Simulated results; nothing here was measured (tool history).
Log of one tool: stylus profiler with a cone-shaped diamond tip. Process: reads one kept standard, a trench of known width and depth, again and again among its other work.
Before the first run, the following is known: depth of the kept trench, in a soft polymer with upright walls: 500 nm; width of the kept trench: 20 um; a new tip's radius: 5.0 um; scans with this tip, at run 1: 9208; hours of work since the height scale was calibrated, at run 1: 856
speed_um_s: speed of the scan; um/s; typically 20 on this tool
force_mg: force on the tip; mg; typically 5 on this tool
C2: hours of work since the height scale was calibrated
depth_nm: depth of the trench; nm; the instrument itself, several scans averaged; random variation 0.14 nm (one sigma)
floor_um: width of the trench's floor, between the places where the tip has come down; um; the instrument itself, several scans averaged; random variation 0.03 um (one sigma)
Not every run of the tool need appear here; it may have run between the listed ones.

Run 1, day 0: usual settings; scans with this tip 9208; C2 856. Result: depth_nm 507.77 nm, floor_um 15.48 um.
Run 2, day 0.783: usual settings; scans with this tip 9336; C2 868. Result: depth_nm 508.23 nm, floor_um 15.57 um.
Run 3, day 1.525: usual settings; scans with this tip 9458; C2 879. Result: depth_nm 507.99 nm, floor_um 15.57 um.
Run 4, day 3: usual settings; scans with this tip 9699; C2 901. Result: depth_nm 507.91 nm, floor_um 15.56 um.
Run 5, day 4.196: usual settings; scans with this tip 9896; C2 920. Result: depth_nm 507.95 nm, floor_um 15.54 um.
Run 6, day 5.608: usual settings; scans with this tip 10127; C2 941. Result: depth_nm 507.92 nm, floor_um 15.55 um.
Run 7, day 6.9: usual settings; scans with this tip 10338; C2 961. Result: depth_nm 507.86 nm, floor_um 15.55 um.
Run 8, day 8.079: usual settings; scans with this tip 10532; C2 979. Result: depth_nm 508.06 nm, floor_um 15.62 um.
Run 9, day 9.4: usual settings; scans with this tip 10748; C2 999. Result: depth_nm 508.1 nm, floor_um 15.55 um.
Run 10, day 10.529: usual settings; scans with this tip 10933; C2 1016. Result: depth_nm 507.8 nm, floor_um 15.53 um.
Run 11, day 11.333: usual settings; scans with this tip 11065; C2 1028. Result: depth_nm 508.2 nm, floor_um 15.51 um.
Run 12, day 12.746: usual settings; scans with this tip 11296; C2 1050. Result: depth_nm 507.84 nm, floor_um 15.53 um.
Run 13, day 13.729: usual settings but speed_um_s 17 um/s; scans with this tip 11457; C2 1065. Result: depth_nm 508.11 nm, floor_um 15.58 um.
Run 14, day 15.121: usual settings but speed_um_s 17 um/s, force_mg 9.43 mg; scans with this tip 11686; C2 1086. Result: depth_nm 511.87 nm, floor_um 15.52 um.
Run 15, day 15.996: usual settings but speed_um_s 17 um/s, force_mg 9.43 mg; scans with this tip 11828; C2 1099. Result: depth_nm 511.95 nm, floor_um 15.56 um.
Run 16, day 17.254: usual settings; scans with this tip 12035; C2 1118. Result: depth_nm 507.97 nm, floor_um 15.56 um.
Run 17, day 18.071: usual settings; scans with this tip 12169; C2 1131. Result: depth_nm 507.95 nm, floor_um 15.6 um.
Run 18, day 19.279: usual settings but speed_um_s 22 um/s; scans with this tip 12367; C2 1149. Result: depth_nm 507.76 nm, floor_um 15.52 um.
Run 19, day 20.475: usual settings but force_mg 10.55 mg; scans with this tip 12563; C2 1167. Result: depth_nm 512.99 nm, floor_um 15.58 um.
Run 20, day 21.529: usual settings but force_mg 6.69 mg; scans with this tip 12736; C2 1184. Result: depth_nm 509.8 nm, floor_um 15.6 um.
Run 21, day 22.892: usual settings but force_mg 6.69 mg; scans with this tip 12958; C2 1204. Result: depth_nm 509.83 nm, floor_um 15.48 um.
Run 22, day 23.658: usual settings but speed_um_s 7 um/s; scans with this tip 13084; C2 1216. Result: depth_nm 507.75 nm, floor_um 15.55 um.
Run 23, day 24.325: usual settings but force_mg 2.48 mg; scans with this tip 13193; C2 1226. Result: depth_nm 504.86 nm, floor_um 15.48 um.
Run 24, day 25.838: usual settings but speed_um_s 8 um/s, force_mg 7.44 mg; scans with this tip 13442; C2 1249. Result: depth_nm 510.05 nm, floor_um 15.58 um.
Run 25, day 26.579: usual settings but speed_um_s 8 um/s, force_mg 7.44 mg; scans with this tip 13563; C2 1260. Result: depth_nm 510.36 nm, floor_um 15.6 um.
Run 26, day 27.212: usual settings but speed_um_s 30 um/s, force_mg 10.69 mg; scans with this tip 13667; C2 1270. Result: depth_nm 513.13 nm, floor_um 15.54 um.
Run 27, day 27.908: usual settings but speed_um_s 30 um/s, force_mg 10.69 mg; scans with this tip 13780; C2 1281. Result: depth_nm 513.11 nm, floor_um 15.5 um.
At day 28.479: new tip fitted, height scale calibrated.
Run 28, day 28.825: usual settings but speed_um_s 7 um/s, force_mg 11.7 mg; scans with this tip 57; C2 5. Result: depth_nm 514.17 nm, floor_um 15.62 um.
Run 29, day 30.125: usual settings but speed_um_s 33 um/s, force_mg 4.33 mg; scans with this tip 270; C2 25. Result: depth_nm 507.22 nm, floor_um 15.54 um.
Run 30, day 30.762: usual settings but speed_um_s 33 um/s, force_mg 4.33 mg; scans with this tip 375; C2 35. Result: depth_nm 506.94 nm, floor_um 15.55 um.
Run 31, day 31.529: usual settings but speed_um_s 49 um/s, force_mg 1.73 mg; scans with this tip 500; C2 46. Result: depth_nm 503.77 nm, floor_um 15.34 um.
Run 32, day 32.283: usual settings but speed_um_s 49 um/s, force_mg 1.73 mg; scans with this tip 624; C2 58. Result: depth_nm 503.8 nm, floor_um 15.34 um.
Run 33, day 33.638: usual settings but speed_um_s 49 um/s, force_mg 1.73 mg; scans with this tip 846; C2 79. Result: depth_nm 503.46 nm, floor_um 15.35 um.
Run 34, day 34.492: usual settings but speed_um_s 49 um/s, force_mg 1.73 mg; scans with this tip 986; C2 92. Result: depth_nm 503.79 nm, floor_um 15.36 um.
Run 35, day 35.883: usual settings but speed_um_s 8 um/s, force_mg 4.21 mg; scans with this tip 1214; C2 113. Result: depth_nm 506.77 nm, floor_um 15.57 um.
Run 36, day 37.171: usual settings but speed_um_s 12 um/s, force_mg 1.91 mg; scans with this tip 1425; C2 132. Result: depth_nm 504.37 nm, floor_um 15.58 um.
Run 37, day 38.533: usual settings but speed_um_s 8 um/s, force_mg 2.96 mg; scans with this tip 1648; C2 153. Result: depth_nm 505.55 nm, floor_um 15.66 um.
Run 38, day 39.475: usual settings but speed_um_s 39 um/s, force_mg 2.47 mg; scans with this tip 1802; C2 167. Result: depth_nm 504.8 nm, floor_um 15.44 um.
Run 39, day 40.825: usual settings but speed_um_s 39 um/s, force_mg 2.47 mg; scans with this tip 2023; C2 188. Result: depth_nm 504.93 nm, floor_um 15.51 um.
Run 40, day 42.225: usual settings but speed_um_s 39 um/s, force_mg 2.47 mg; scans with this tip 2253; C2 209. Result: depth_nm 504.81 nm, floor_um 15.41 um.
Run 41, day 43.033: usual settings but speed_um_s 39 um/s, force_mg 2.47 mg; scans with this tip 2385; C2 222. Result: depth_nm 505.07 nm, floor_um 15.44 um.
Run 42, day 43.996: usual settings but speed_um_s 48 um/s, force_mg 4.81 mg; scans with this tip 2542; C2 236. Result: depth_nm 507.59 nm, floor_um 15.44 um.
Run 43, day 45.096: usual settings but force_mg 2.63 mg; scans with this tip 2723; C2 253. Result: depth_nm 505.17 nm, floor_um 15.56 um.
Run 44, day 46.533: usual settings but force_mg 2.63 mg; scans with this tip 2958; C2 275. Result: depth_nm 505.04 nm, floor_um 15.58 um.
Run 45, day 47.679: usual settings but speed_um_s 53 um/s, force_mg 1.88 mg; scans with this tip 3146; C2 292. Result: depth_nm 504.33 nm, floor_um 15.35 um.
Run 46, day 49.188: usual settings but speed_um_s 5 um/s, force_mg 1.88 mg; scans with this tip 3394; C2 315. Result: depth_nm 503.91 nm, floor_um 15.61 um.

Difference, measured minus no-hidden-state, one row per run. Run-to-run variation is common to both terms; the gauge's own scatter need not be:
Hidden state present: radius of the tip, um; height scale over the true one, %; drift of the gauge itself on depth_nm, %; drift of the gauge itself on floor_um, %.
run  floor_um
  1     -0.02
  2     -0.02
  3     -0.03
  4     -0.02
  5     -0.02
  6     -0.02
  7     -0.03
  8     -0.02
  9     -0.03
 10     -0.02
 11     -0.03
 12     -0.02
 13     -0.03
 14     -0.03
 15     -0.03
 16     -0.02
 17     -0.03
 18     -0.03
 19     -0.02
 20     -0.03
 21     -0.03
 22     -0.03
 23     -0.03
 24     -0.03
 25     -0.03
 26     -0.03
 27     -0.03
 28        +0
 29        +0
 30     -0.01
 31        +0
 32        +0
 33     -0.01
 34        +0
 35        +0
 36     -0.01
 37        +0
 38     -0.01
 39        +0
 40     -0.01
 41     -0.01
 42        +0
 43     -0.01
 44        +0
 45     -0.01
 46     -0.01
For depth_nm, the value without the hidden state is never more than 0.02 nm from the measured value.
